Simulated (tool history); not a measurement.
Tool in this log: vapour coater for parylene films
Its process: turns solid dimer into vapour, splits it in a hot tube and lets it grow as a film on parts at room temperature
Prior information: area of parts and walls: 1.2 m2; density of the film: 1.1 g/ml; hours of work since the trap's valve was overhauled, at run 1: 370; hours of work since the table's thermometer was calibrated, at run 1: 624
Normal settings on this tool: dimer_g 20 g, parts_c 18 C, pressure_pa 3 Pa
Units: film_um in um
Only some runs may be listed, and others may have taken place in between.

| run | day | dimer_g | parts_c | pressure_pa | hours of work since the trap's valve was overhauled | hours of work since the table's thermometer was calibrated | film_um |
|---|---|---|---|---|---|---|---|
| 1 | 0 | 20 | 18 | 3 | 370 | 624 | 8.36 |
| 2 | 1.608 | 20 | 18 | 3 | 397 | 651 | 8.34 |
| 3 | 4.538 | 20 | 18 | 3 | 447 | 701 | 8.4 |
| 4 | 7.092 | 20 | 18 | 3 | 490 | 744 | 8.33 |
| 5 | 8.804 | 20 | 18 | 3 | 519 | 773 | 8.5 |
| 6 | 10.567 | 20 | 18 | 3 | 549 | 803 | 8.38 |
| 7 | 13.475 | 20 | 18 | 3 | 598 | 853 | 8.36 |
|  | 14.917 | trap's valve overhauled |
| 8 | 15.121 | 20 | 18 | 3 | 3 | 878 | 8.41 |
| 9 | 16.875 | 20 | 18 | 4.2 | 33 | 907 | 8.21 |
| 10 | 19.804 | 20 | 12 | 4.2 | 83 | 957 | 9.98 |
| 11 | 21.625 | 20 | 12 | 4.2 | 114 | 988 | 10 |
| 12 | 24.425 | 20 | 12 | 4.2 | 161 | 1035 | 9.86 |
| 13 | 27.129 | 14 | 18 | 3 | 207 | 1081 | 5.85 |
| 14 | 29.904 | 14 | 18 | 3 | 254 | 1128 | 5.89 |
| 15 | 33.138 | 14 | 18 | 3 | 309 | 1183 | 5.91 |
| 16 | 35.488 | 20 | 19 | 3 | 349 | 1223 | 8.11 |
| 17 | 38.575 | 20 | 19 | 3 | 401 | 1275 | 8.15 |
| 18 | 40.246 | 20 | 19 | 3 | 430 | 1304 | 8.05 |
| 19 | 41.962 | 20 | 19 | 3 | 459 | 1333 | 8.1 |
| 20 | 43.988 | 20 | 19 | 3 | 493 | 1367 | 8.15 |
| 21 | 46.775 | 20 | 16 | 3 | 540 | 1414 | 8.97 |
| 22 | 49.896 | 20 | 16 | 3 | 593 | 1467 | 8.86 |
|  | 51.608 | trap's valve overhauled |
| 23 | 51.608 | 20 | 18 | 3 | 0 | 1494 | 8.29 |
| 24 | 54.771 | 20 | 30 | 3 | 54 | 1547 | 5.76 |
| 25 | 56.454 | 9 | 18 | 3 | 82 | 1576 | 3.85 |
| 26 | 59.5 | 9 | 18 | 3 | 134 | 1627 | 3.78 |
| 27 | 62.379 | 26 | 22 | 9.41 | 183 | 1676 | 8.86 |
|  | 63.6 | table's thermometer calibrated |
| 28 | 65.654 | 21 | 14 | 3.86 | 237 | 35 | 9.78 |
| 29 | 68.346 | 20 | 11 | 9.2 | 283 | 81 | 9.61 |
| 30 | 71.538 | 20 | 11 | 9.2 | 337 | 135 | 9.55 |
| 31 | 72.946 | 20 | 18 | 4.81 | 361 | 159 | 8.17 |
| 32 | 74.517 | 20 | 18 | 4.81 | 388 | 185 | 8.12 |
| 33 | 76.371 | 11 | 23 | 11.93 | 419 | 217 | 3.56 |
| 34 | 78.229 | 11 | 23 | 11.93 | 451 | 248 | 3.59 |
| 35 | 79.917 | 11 | 23 | 11.93 | 479 | 277 | 3.63 |
| 36 | 82.308 | 11 | 23 | 11.93 | 520 | 317 | 3.48 |
| 37 | 84.554 | 10 | 15 | 8.77 | 558 | 355 | 4.23 |
| 38 | 86.229 | 10 | 15 | 8.77 | 586 | 384 | 4.26 |
| 39 | 87.858 | 10 | 15 | 8.77 | 614 | 411 | 4.24 |
|  | 88.567 | trap's valve overhauled |
| 40 | 90.233 | 10 | 15 | 8.77 | 28 | 449 | 4.35 |
| 41 | 92.1 | 17 | 22 | 3.1 | 60 | 480 | 6.31 |
| 42 | 94.221 | 25 | 16 | 6.06 | 96 | 516 | 10.51 |
| 43 | 96.929 | 25 | 16 | 6.06 | 142 | 562 | 10.55 |
| 44 | 99.992 | 25 | 16 | 6.06 | 194 | 614 | 10.68 |
| 45 | 102.017 | 16 | 13 | 3.02 | 228 | 649 | 7.8 |
| 46 | 104.192 | 16 | 13 | 3.02 | 265 | 686 | 7.89 |
| 47 | 105.554 | 12 | 13 | 3.02 | 288 | 709 | 5.88 |

Hidden condition of the tool, last listed run before each entry between runs versus first listed run after:
Between runs 7 and 8: trap's valve overhauled (day 14.917)
  vapour lost through the trap's worn valve, %: 0.3 -> 0
Between runs 22 and 23: trap's valve overhauled (day 51.608)
  vapour lost through the trap's worn valve, %: 0.3 -> 0
Between runs 27 and 28: table's thermometer calibrated (day 63.6)
  true temperature of the parts over the reading, C: -0.04 -> 0
Between runs 39 and 40: trap's valve overhauled (day 88.567)
  vapour lost through the trap's worn valve, %: 0.3 -> 0
